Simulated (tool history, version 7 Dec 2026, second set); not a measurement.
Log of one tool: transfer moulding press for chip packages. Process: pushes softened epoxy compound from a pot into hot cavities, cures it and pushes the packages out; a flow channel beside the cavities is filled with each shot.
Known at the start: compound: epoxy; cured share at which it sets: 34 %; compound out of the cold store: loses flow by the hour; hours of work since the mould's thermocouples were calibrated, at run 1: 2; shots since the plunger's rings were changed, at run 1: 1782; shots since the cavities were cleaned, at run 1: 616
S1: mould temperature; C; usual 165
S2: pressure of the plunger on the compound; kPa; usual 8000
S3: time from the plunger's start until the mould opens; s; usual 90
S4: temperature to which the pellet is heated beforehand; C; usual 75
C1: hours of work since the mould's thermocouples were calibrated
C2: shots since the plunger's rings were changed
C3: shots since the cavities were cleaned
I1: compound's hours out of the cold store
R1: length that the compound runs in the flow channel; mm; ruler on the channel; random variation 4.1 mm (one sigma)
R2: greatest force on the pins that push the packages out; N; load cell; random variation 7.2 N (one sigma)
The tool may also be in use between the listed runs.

{"run": 1, "hour": 0.0, "S1": 165, "S2": 8000, "S3": 90, "S4": 75, "C1": 2, "C2": 1782, "C3": 616, "I1": 9.0, "R1": 636, "R2": 292}
{"run": 2, "hour": 8.2, "S1": 165, "S2": 8000, "S3": 90, "S4": 75, "C1": 6, "C2": 1863, "C3": 697, "I1": 43.0, "R1": 522, "R2": 283}
{"run": 3, "hour": 16.1, "S1": 165, "S2": 8000, "S3": 90, "S4": 75, "C1": 10, "C2": 1941, "C3": 775, "I1": 39.2, "R1": 534, "R2": 292}
{"run": 4, "hour": 22.2, "S1": 165, "S2": 8150, "S3": 90, "S4": 75, "C1": 13, "C2": 2001, "C3": 835, "I1": 14.1, "R1": 638, "R2": 307}
{"run": 5, "hour": 27.7, "S1": 165, "S2": 8000, "S3": 90, "S4": 75, "C1": 15, "C2": 2055, "C3": 889, "I1": 20.9, "R1": 599, "R2": 294}
{"run": 6, "hour": 33.1, "S1": 165, "S2": 8000, "S3": 109, "S4": 75, "C1": 18, "C2": 2109, "C3": 943, "I1": 38.4, "R1": 538, "R2": 254}
{"run": 7, "hour": 39.4, "S1": 161, "S2": 8000, "S3": 109, "S4": 75, "C1": 21, "C2": 2172, "C3": 1006, "I1": 24.4, "R1": 595, "R2": 283}
{"run": 8, "hour": 49.6, "S1": 161, "S2": 8000, "S3": 109, "S4": 75, "C1": 25, "C2": 2271, "C3": 1105, "I1": 21.6, "R1": 601, "R2": 271}
{"hour": 57.4, "done": "cavities cleaned with cleaning compound and waxed"}
{"run": 9, "hour": 60.2, "S1": 165, "S2": 8000, "S3": 90, "S4": 84, "C1": 30, "C2": 2361, "C3": 27, "I1": 13.0, "R1": 633, "R2": 306}
{"run": 10, "hour": 69.2, "S1": 166, "S2": 9000, "S3": 75, "S4": 79, "C1": 34, "C2": 2451, "C3": 117, "I1": 13.5, "R1": 653, "R2": 381}

3 ways to go on from here, each from the tool as it stands after run 10. What would each give?
{"run": "A", "hour": 75.7, "S1": 166, "S2": 9360, "S3": 100, "S4": 68, "C1": 37, "C2": 2514, "C3": 180, "I1": 28.5, "R1": "?", "R2": "?"}
{"run": "B", "hour": 75.7, "S1": 170, "S2": 8000, "S3": 120, "S4": 75, "C1": 37, "C2": 2514, "C3": 180, "I1": 19.7, "R1": "?", "R2": "?"}
{"run": "C", "hour": 75.7, "S1": 166, "S2": 9030, "S3": 101, "S4": 82, "C1": 37, "C2": 2514, "C3": 180, "I1": 27.5, "R1": "?", "R2": "?"}

run=A R1=618 R2=255
run=B R1=587 R2=240
run=C R1=611 R2=255
Without the tool's hidden state the same runs would have given:
run=A R1=618 R2=254
run=B R1=587 R2=239
run=C R1=611 R2=254
